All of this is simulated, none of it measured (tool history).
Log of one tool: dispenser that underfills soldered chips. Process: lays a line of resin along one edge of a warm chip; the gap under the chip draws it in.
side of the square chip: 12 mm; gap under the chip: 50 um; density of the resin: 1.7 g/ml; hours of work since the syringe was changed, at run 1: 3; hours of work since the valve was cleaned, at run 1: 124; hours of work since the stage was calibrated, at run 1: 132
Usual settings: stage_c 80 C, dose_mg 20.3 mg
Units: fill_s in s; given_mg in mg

run     day  stage_c  dose_mg  hours of work since the syringe was changed  hours of work since the valve was cleaned  hours of work since the stage was calibrated  fill_s  given_mg
  1   0.000       80     20.3                                            3                                        124                                           132   190.4     18.08
      0.200  -- new syringe of resin
      0.571  -- new syringe of resin
  2   0.571       80     20.3                                            0                                        133                                           141   155.7     18.04
      0.933  -- new syringe of resin
  3   0.958       80     20.3                                            0                                        139                                           147   165.2     17.93
      1.154  -- dispensing valve cleaned and set on the balance
      1.367  -- new syringe of resin
  4   1.500       80     20.3                                            2                                          5                                           155   177.3     20.09
      1.767  -- new syringe of resin
  5   1.804       80     20.3                                            1                                         10                                           159   165.5     20.18
      2.129  -- new syringe of resin
  6   2.304       80     20.3                                            3                                         17                                           167   183.1     20.00
      2.500  -- new syringe of resin
  7   2.683       80     19.3                                            3                                         23                                           172   185.2     18.89
      2.875  -- new syringe of resin
  8   2.988       80     19.3                                            2                                         28                                           177   175.9     18.82
      3.271  -- new syringe of resin
  9   3.308       80     20.0                                            1                                         32                                           182   165.8     19.49
      3.646  -- new syringe of resin
 10   3.892       80     20.0                                            4                                         41                                           191   203.0     19.08
      4.008  -- new syringe of resin
 11   4.346       80     20.0                                            5                                         48                                           198   217.0     19.12
      4.412  -- new syringe of resin
      4.788  -- new syringe of resin
 12   4.817       80     20.3                                            0                                         55                                           205   163.6     19.24
      5.183  -- new syringe of resin
 13   5.317       80     20.3                                            2                                         63                                           212   179.2     19.35
      5.546  -- new syringe of resin
 14   5.746       71     26.3                                            3                                         69                                           219   251.1     24.88
      5.921  -- new syringe of resin
 15   6.096       69     25.4                                            3                                         75                                           224   265.6     23.70
      6.321  -- new syringe of resin
 16   6.500       78     20.5                                            3                                         81                                           230   197.5     19.11
      6.692  -- new syringe of resin
 17   6.979       78     20.5                                            5                                         88                                           237   218.6     18.96
      7.058  -- new syringe of resin
      7.425  -- new syringe of resin
 18   7.500       78     20.5                                            1                                         96                                           245   179.4     18.84
      7.800  -- new syringe of resin
 19   8.046       87     22.9                                            4                                        104                                           253   157.3     20.83
      8.171  -- new syringe of resin
 20   8.417       87     22.9                                            4                                        110                                           259   156.2     20.63
      8.550  -- new syringe of resin
 21   8.850       82     23.2                                            5                                        116                                           266   192.5     20.86
      8.946  -- new syringe of resin
 22   9.125       82     23.2                                            3                                        120                                           270   171.9     21.05
      9.342  -- new syringe of resin
      9.708  -- new syringe of resin
 23   9.721       95     18.5                                            0                                        129                                           279   104.9     16.47
     10.100  -- new syringe of resin
 24  10.254       92     17.7                                            2                                        137                                           287   132.5     15.64
     10.458  -- new syringe of resin
     10.550  -- dispensing valve cleaned and set on the balance
 25  10.688       80     24.2                                            3                                          2                                           293   183.1     24.10
     10.867  -- new syringe of resin
 26  11.142       88     24.1                                            4                                          9                                           300   156.7     23.96

4 ways to go on from here, each from the tool as it stands after run 26. What would each give?
     11.254  -- new syringe of resin
  A  11.529       85     24.1                                            4                                         15                                           305       ?         ?
     11.254  -- new syringe of resin
  B  11.529       82     19.3                                            4                                         15                                           305       ?         ?
     11.254  -- new syringe of resin
  C  11.529       82     24.7                                            4                                         15                                           305       ?         ?
     11.254  -- new syringe of resin
  D  11.529       71     25.8                                            4                                         15                                           305       ?         ?

run  fill_s  given_mg
  A   165.6     23.92
  B   188.8     18.99
  C   185.6     24.33
  D   266.9     25.37
Without the tool's hidden state the same runs would have given:
run  fill_s  given_mg
  A   133.7     24.19
  B   152.3     19.21
  C   150.0     24.61
  D   216.2     25.66
